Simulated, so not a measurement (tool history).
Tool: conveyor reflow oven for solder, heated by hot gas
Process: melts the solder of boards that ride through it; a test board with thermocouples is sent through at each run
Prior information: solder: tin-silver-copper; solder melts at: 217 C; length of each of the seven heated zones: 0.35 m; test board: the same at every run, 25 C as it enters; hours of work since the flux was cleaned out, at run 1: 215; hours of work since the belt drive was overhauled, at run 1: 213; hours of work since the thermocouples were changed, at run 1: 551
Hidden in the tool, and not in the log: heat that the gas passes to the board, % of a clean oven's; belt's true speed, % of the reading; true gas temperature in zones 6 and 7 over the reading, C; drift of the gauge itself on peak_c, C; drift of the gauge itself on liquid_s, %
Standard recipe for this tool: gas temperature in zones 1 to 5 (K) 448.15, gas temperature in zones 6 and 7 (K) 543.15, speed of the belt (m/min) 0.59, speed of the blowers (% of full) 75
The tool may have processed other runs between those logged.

run	hour	gas temperature in zones 1 to 5 (K)	gas temperature in zones 6 and 7 (K)	speed of the belt (m/min)	speed of the blowers (% of full)	hours of work since the flux was cleaned out	hours of work since the belt drive was overhauled	hours of work since the thermocouples were changed	highest temperature of the board (K)	time above the solder's melting point (s)
1	0	448.15	543.15	0.59	75	215	213	551	522.75	51.5
2	14	448.15	543.15	0.59	75	223	221	560	522.05	51.7
3	24.8	448.15	543.15	0.59	75	230	228	567	523.85	51.5
4	39.3	448.15	554.15	0.59	75	239	237	576	531.55	57.1
# hour 51.5: flux residue cleaned out of gas plates and filters
5	57.9	448.15	554.15	0.59	75	4	245	584	531.25	56.9
6	69.2	448.15	554.15	0.59	75	11	252	591	531.15	56.2
7	80.7	448.15	554.15	0.59	75	18	260	598	531.05	56.4
8	93.7	454.15	554.15	0.59	75	26	268	606	532.45	59.1
9	107.1	454.15	554.15	0.59	75	34	276	615	531.05	58.9
10	119.4	454.15	554.15	0.59	75	42	284	622	531.95	58.8
# hour 133: flux residue cleaned out of gas plates and filters, once more
11	133	454.15	554.15	0.59	75	0	289	627	536.35	62.2
12	143.5	454.15	554.15	0.59	75	7	295	634	536.15	61.1
13	158.4	462.15	546.15	0.59	89	16	305	643	533.25	64.3
14	172	462.15	546.15	0.59	89	24	313	652	532.85	64.2
15	186.3	448.15	545.15	0.509	75	33	322	661	531.05	66.4
16	196.2	447.15	551.15	0.601	66	39	328	667	528.05	52.8
17	209.1	447.15	551.15	0.601	66	47	336	675	528.65	52.9
18	222	447.15	551.15	0.601	66	55	344	683	528.05	53.1
19	233	461.15	543.15	0.59	75	62	351	689	526.55	59.6
20	239.9	448.15	543.15	0.576	75	66	355	694	525.65	55.1
21	255.3	439.15	543.15	0.59	70	76	365	703	520.55	47.1
22	263.6	459.15	543.15	0.637	75	81	370	708	523.95	52.1

Below are 4 alternative next runs, each starting from the tool's condition after run 22. Predict each:
A	274.7	448.15	531.15	0.563	85	88	377	715	?	?
B	274.7	459.15	536.15	0.637	73	88	377	715	?	?
C	274.7	461.15	543.15	0.637	75	88	377	715	?	?
D	274.7	448.15	546.15	0.59	75	88	377	715	?	?

run	highest temperature of the board (K)	time above the solder's melting point (s)
A	517.15	50.9
B	516.65	47.2
C	523.85	53.4
D	526.25	54.5
Stripped of hidden state, with their random variation kept, the same runs would have yielded:
run	highest temperature of the board (K)	time above the solder's melting point (s)
A	519.75	53.1
B	519.15	49.1
C	526.45	54.9
D	528.95	56.1
